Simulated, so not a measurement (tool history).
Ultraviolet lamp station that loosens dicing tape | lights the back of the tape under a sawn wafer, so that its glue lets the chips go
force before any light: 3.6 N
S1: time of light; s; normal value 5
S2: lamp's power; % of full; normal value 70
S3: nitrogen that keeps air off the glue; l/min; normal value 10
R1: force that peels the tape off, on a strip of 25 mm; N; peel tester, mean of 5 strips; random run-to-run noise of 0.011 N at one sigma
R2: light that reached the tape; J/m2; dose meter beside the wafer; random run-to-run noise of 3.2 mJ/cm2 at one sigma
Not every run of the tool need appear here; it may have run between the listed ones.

{"run": 1, "hour": 0.0, "S1": 5, "S2": 70, "S3": 10, "R1": 0.6, "R2": 4420}
{"run": 2, "hour": 10.4, "S1": 5, "S2": 70, "S3": 10, "R1": 0.635, "R2": 4410}
{"run": 3, "hour": 20.9, "S1": 5, "S2": 70, "S3": 10, "R1": 0.621, "R2": 4350}
{"run": 4, "hour": 30.7, "S1": 5, "S2": 70, "S3": 10, "R1": 0.617, "R2": 4310}
{"run": 5, "hour": 39.3, "S1": 5, "S2": 100, "S3": 10, "R1": 0.334, "R2": 6170}
{"run": 6, "hour": 55.6, "S1": 5, "S2": 100, "S3": 10, "R1": 0.346, "R2": 6060}
{"run": 7, "hour": 65.4, "S1": 5, "S2": 100, "S3": 10, "R1": 0.346, "R2": 6060}
{"run": 8, "hour": 75.8, "S1": 5, "S2": 70, "S3": 10, "R1": 0.668, "R2": 4230}
{"run": 9, "hour": 95.9, "S1": 10, "S2": 70, "S3": 10, "R1": 0.18, "R2": 8300}
{"run": 10, "hour": 106.2, "S1": 5, "S2": 80, "S3": 10, "R1": 0.55, "R2": 4760}
{"run": 11, "hour": 121.4, "S1": 5, "S2": 80, "S3": 10, "R1": 0.589, "R2": 4710}
{"run": 12, "hour": 141.4, "S1": 6, "S2": 70, "S3": 10, "R1": 0.526, "R2": 4830}

Run 13 comes next. What will it give?
{"run": 13, "hour": 153.6, "S1": 3, "S2": 95, "S3": 10, "R1": "?", "R2": "?"}

Logged for run 13: R1 0.963 N, R2 3290 J/m2.
Take away the tool's hidden state, keep the run-to-run variation as it was, and the same run would have given R1 0.711 N, R2 4090 J/m2.

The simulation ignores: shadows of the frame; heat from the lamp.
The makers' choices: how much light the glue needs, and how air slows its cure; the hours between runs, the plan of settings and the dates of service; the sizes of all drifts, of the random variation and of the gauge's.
